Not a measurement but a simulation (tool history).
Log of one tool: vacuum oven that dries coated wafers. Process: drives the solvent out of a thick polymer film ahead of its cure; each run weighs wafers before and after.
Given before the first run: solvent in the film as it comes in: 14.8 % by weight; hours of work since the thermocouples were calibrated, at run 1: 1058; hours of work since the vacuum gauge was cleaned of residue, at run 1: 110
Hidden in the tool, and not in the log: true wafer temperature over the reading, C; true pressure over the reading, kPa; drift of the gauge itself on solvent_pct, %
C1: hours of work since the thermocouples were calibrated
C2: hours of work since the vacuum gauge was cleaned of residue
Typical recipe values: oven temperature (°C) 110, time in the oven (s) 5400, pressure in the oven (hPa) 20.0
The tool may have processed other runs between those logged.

{"run": 1, "hour": 0.0, "oven temperature (°C)": 110, "time in the oven (s)": 5400, "pressure in the oven (hPa)": 20.0, "C1": 1058, "C2": 110, "solvent left in the film (%)": 3.05}
{"run": 2, "hour": 21.1, "oven temperature (°C)": 110, "time in the oven (s)": 5400, "pressure in the oven (hPa)": 20.0, "C1": 1071, "C2": 123, "solvent left in the film (%)": 3.19}
{"run": 3, "hour": 33.8, "oven temperature (°C)": 110, "time in the oven (s)": 5400, "pressure in the oven (hPa)": 20.0, "C1": 1079, "C2": 130, "solvent left in the film (%)": 3.0}
{"run": 4, "hour": 49.7, "oven temperature (°C)": 110, "time in the oven (s)": 5400, "pressure in the oven (hPa)": 20.0, "C1": 1089, "C2": 140, "solvent left in the film (%)": 3.07}
{"run": 5, "hour": 66.8, "oven temperature (°C)": 110, "time in the oven (s)": 5400, "pressure in the oven (hPa)": 20.0, "C1": 1099, "C2": 150, "solvent left in the film (%)": 3.08}
{"run": 6, "hour": 83.1, "oven temperature (°C)": 110, "time in the oven (s)": 5400, "pressure in the oven (hPa)": 20.0, "C1": 1109, "C2": 160, "solvent left in the film (%)": 3.08}
{"run": 7, "hour": 104.8, "oven temperature (°C)": 110, "time in the oven (s)": 5400, "pressure in the oven (hPa)": 20.0, "C1": 1122, "C2": 173, "solvent left in the film (%)": 3.02}
{"run": 8, "hour": 114.9, "oven temperature (°C)": 110, "time in the oven (s)": 5400, "pressure in the oven (hPa)": 20.0, "C1": 1128, "C2": 180, "solvent left in the film (%)": 3.08}
{"run": 9, "hour": 133.0, "oven temperature (°C)": 110, "time in the oven (s)": 5400, "pressure in the oven (hPa)": 20.0, "C1": 1139, "C2": 191, "solvent left in the film (%)": 3.07}
{"run": 10, "hour": 142.2, "oven temperature (°C)": 110, "time in the oven (s)": 5400, "pressure in the oven (hPa)": 20.0, "C1": 1145, "C2": 196, "solvent left in the film (%)": 2.97}
{"run": 11, "hour": 160.6, "oven temperature (°C)": 110, "time in the oven (s)": 5400, "pressure in the oven (hPa)": 20.0, "C1": 1156, "C2": 207, "solvent left in the film (%)": 3.11}
{"run": 12, "hour": 177.8, "oven temperature (°C)": 107, "time in the oven (s)": 5400, "pressure in the oven (hPa)": 20.0, "C1": 1166, "C2": 218, "solvent left in the film (%)": 3.55}
{"run": 13, "hour": 194.3, "oven temperature (°C)": 107, "time in the oven (s)": 5400, "pressure in the oven (hPa)": 20.0, "C1": 1176, "C2": 228, "solvent left in the film (%)": 3.68}
{"run": 14, "hour": 204.5, "oven temperature (°C)": 107, "time in the oven (s)": 5400, "pressure in the oven (hPa)": 20.0, "C1": 1183, "C2": 234, "solvent left in the film (%)": 3.62}
{"run": 15, "hour": 224.7, "oven temperature (°C)": 107, "time in the oven (s)": 5400, "pressure in the oven (hPa)": 20.0, "C1": 1195, "C2": 246, "solvent left in the film (%)": 3.64}
{"run": 16, "hour": 241.3, "oven temperature (°C)": 107, "time in the oven (s)": 5400, "pressure in the oven (hPa)": 20.0, "C1": 1205, "C2": 256, "solvent left in the film (%)": 3.6}
{"run": 17, "hour": 251.4, "oven temperature (°C)": 110, "time in the oven (s)": 5400, "pressure in the oven (hPa)": 20.0, "C1": 1211, "C2": 262, "solvent left in the film (%)": 3.15}
{"hour": 267.0, "done": "oven's thermocouples calibrated"}
{"run": 18, "hour": 268.2, "oven temperature (°C)": 110, "time in the oven (s)": 5400, "pressure in the oven (hPa)": 13.8, "C1": 1, "C2": 271, "solvent left in the film (%)": 2.49}
{"run": 19, "hour": 290.3, "oven temperature (°C)": 110, "time in the oven (s)": 5400, "pressure in the oven (hPa)": 13.8, "C1": 14, "C2": 285, "solvent left in the film (%)": 2.43}
{"run": 20, "hour": 310.0, "oven temperature (°C)": 110, "time in the oven (s)": 5400, "pressure in the oven (hPa)": 13.8, "C1": 26, "C2": 297, "solvent left in the film (%)": 2.43}
{"run": 21, "hour": 328.5, "oven temperature (°C)": 110, "time in the oven (s)": 5400, "pressure in the oven (hPa)": 13.8, "C1": 37, "C2": 308, "solvent left in the film (%)": 2.42}
{"run": 22, "hour": 342.5, "oven temperature (°C)": 110, "time in the oven (s)": 5400, "pressure in the oven (hPa)": 20.0, "C1": 46, "C2": 317, "solvent left in the film (%)": 2.97}
{"run": 23, "hour": 357.2, "oven temperature (°C)": 110, "time in the oven (s)": 8160, "pressure in the oven (hPa)": 20.0, "C1": 55, "C2": 325, "solvent left in the film (%)": 2.4}
{"run": 24, "hour": 368.6, "oven temperature (°C)": 122, "time in the oven (s)": 8160, "pressure in the oven (hPa)": 20.0, "C1": 62, "C2": 332, "solvent left in the film (%)": 1.52}
{"run": 25, "hour": 380.6, "oven temperature (°C)": 123, "time in the oven (s)": 4260, "pressure in the oven (hPa)": 26.1, "C1": 69, "C2": 340, "solvent left in the film (%)": 2.19}
{"run": 26, "hour": 401.3, "oven temperature (°C)": 122, "time in the oven (s)": 3720, "pressure in the oven (hPa)": 59.5, "C1": 82, "C2": 352, "solvent left in the film (%)": 4.99}
{"run": 27, "hour": 412.3, "oven temperature (°C)": 122, "time in the oven (s)": 3720, "pressure in the oven (hPa)": 59.5, "C1": 88, "C2": 359, "solvent left in the film (%)": 4.82}
{"run": 28, "hour": 433.9, "oven temperature (°C)": 122, "time in the oven (s)": 2820, "pressure in the oven (hPa)": 20.9, "C1": 101, "C2": 372, "solvent left in the film (%)": 2.64}
{"run": 29, "hour": 451.3, "oven temperature (°C)": 117, "time in the oven (s)": 2880, "pressure in the oven (hPa)": 80.0, "C1": 112, "C2": 383, "solvent left in the film (%)": 8.37}
{"run": 30, "hour": 465.6, "oven temperature (°C)": 113, "time in the oven (s)": 7980, "pressure in the oven (hPa)": 12.9, "C1": 121, "C2": 391, "solvent left in the film (%)": 1.44}
{"run": 31, "hour": 480.2, "oven temperature (°C)": 113, "time in the oven (s)": 7980, "pressure in the oven (hPa)": 12.9, "C1": 129, "C2": 400, "solvent left in the film (%)": 1.53}
{"run": 32, "hour": 501.2, "oven temperature (°C)": 109, "time in the oven (s)": 9720, "pressure in the oven (hPa)": 13.4, "C1": 142, "C2": 413, "solvent left in the film (%)": 1.74}
{"run": 33, "hour": 523.0, "oven temperature (°C)": 109, "time in the oven (s)": 3240, "pressure in the oven (hPa)": 64.0, "C1": 155, "C2": 426, "solvent left in the film (%)": 9.02}
{"run": 34, "hour": 536.3, "oven temperature (°C)": 109, "time in the oven (s)": 3240, "pressure in the oven (hPa)": 64.0, "C1": 163, "C2": 434, "solvent left in the film (%)": 9.2}
{"run": 35, "hour": 551.7, "oven temperature (°C)": 109, "time in the oven (s)": 3240, "pressure in the oven (hPa)": 64.0, "C1": 173, "C2": 443, "solvent left in the film (%)": 9.1}
{"run": 36, "hour": 564.3, "oven temperature (°C)": 109, "time in the oven (s)": 3240, "pressure in the oven (hPa)": 64.0, "C1": 180, "C2": 451, "solvent left in the film (%)": 8.93}
{"run": 37, "hour": 574.8, "oven temperature (°C)": 109, "time in the oven (s)": 5040, "pressure in the oven (hPa)": 64.0, "C1": 187, "C2": 457, "solvent left in the film (%)": 8.21}
{"run": 38, "hour": 584.6, "oven temperature (°C)": 114, "time in the oven (s)": 6060, "pressure in the oven (hPa)": 23.7, "C1": 193, "C2": 463, "solvent left in the film (%)": 2.59}
{"run": 39, "hour": 594.4, "oven temperature (°C)": 114, "time in the oven (s)": 6060, "pressure in the oven (hPa)": 23.7, "C1": 199, "C2": 469, "solvent left in the film (%)": 2.76}
{"run": 40, "hour": 610.5, "oven temperature (°C)": 114, "time in the oven (s)": 6060, "pressure in the oven (hPa)": 23.7, "C1": 208, "C2": 479, "solvent left in the film (%)": 2.72}
{"run": 41, "hour": 631.2, "oven temperature (°C)": 125, "time in the oven (s)": 5520, "pressure in the oven (hPa)": 21.6, "C1": 221, "C2": 492, "solvent left in the film (%)": 1.53}
{"run": 42, "hour": 651.7, "oven temperature (°C)": 125, "time in the oven (s)": 5520, "pressure in the oven (hPa)": 21.6, "C1": 233, "C2": 504, "solvent left in the film (%)": 1.7}
{"run": 43, "hour": 671.2, "oven temperature (°C)": 117, "time in the oven (s)": 6180, "pressure in the oven (hPa)": 12.4, "C1": 245, "C2": 516, "solvent left in the film (%)": 1.31}
{"run": 44, "hour": 688.7, "oven temperature (°C)": 108, "time in the oven (s)": 6180, "pressure in the oven (hPa)": 33.1, "C1": 256, "C2": 527, "solvent left in the film (%)": 4.81}
{"run": 45, "hour": 699.4, "oven temperature (°C)": 108, "time in the oven (s)": 6180, "pressure in the oven (hPa)": 33.1, "C1": 262, "C2": 533, "solvent left in the film (%)": 4.73}
{"run": 46, "hour": 713.1, "oven temperature (°C)": 102, "time in the oven (s)": 3420, "pressure in the oven (hPa)": 10.7, "C1": 271, "C2": 541, "solvent left in the film (%)": 5.38}

What if the next run were any one of these 3? Each begins from the tool's condition after run 46:
{"run": "A", "hour": 734.6, "oven temperature (°C)": 110, "time in the oven (s)": 2760, "pressure in the oven (hPa)": 10.7, "C1": 284, "C2": 554, "solvent left in the film (%)": "?"}
{"run": "B", "hour": 734.6, "oven temperature (°C)": 105, "time in the oven (s)": 5400, "pressure in the oven (hPa)": 20.0, "C1": 284, "C2": 554, "solvent left in the film (%)": "?"}
{"run": "C", "hour": 734.6, "oven temperature (°C)": 119, "time in the oven (s)": 3420, "pressure in the oven (hPa)": 10.7, "C1": 284, "C2": 554, "solvent left in the film (%)": "?"}

run=A solvent_left_in_the_film_(%)=4.25
run=B solvent_left_in_the_film_(%)=4.06
run=C solvent_left_in_the_film_(%)=1.88
Without the tool's unlogged condition, the same runs would have read:
run=A solvent_left_in_the_film_(%)=4.25
run=B solvent_left_in_the_film_(%)=4.06
run=C solvent_left_in_the_film_(%)=1.88

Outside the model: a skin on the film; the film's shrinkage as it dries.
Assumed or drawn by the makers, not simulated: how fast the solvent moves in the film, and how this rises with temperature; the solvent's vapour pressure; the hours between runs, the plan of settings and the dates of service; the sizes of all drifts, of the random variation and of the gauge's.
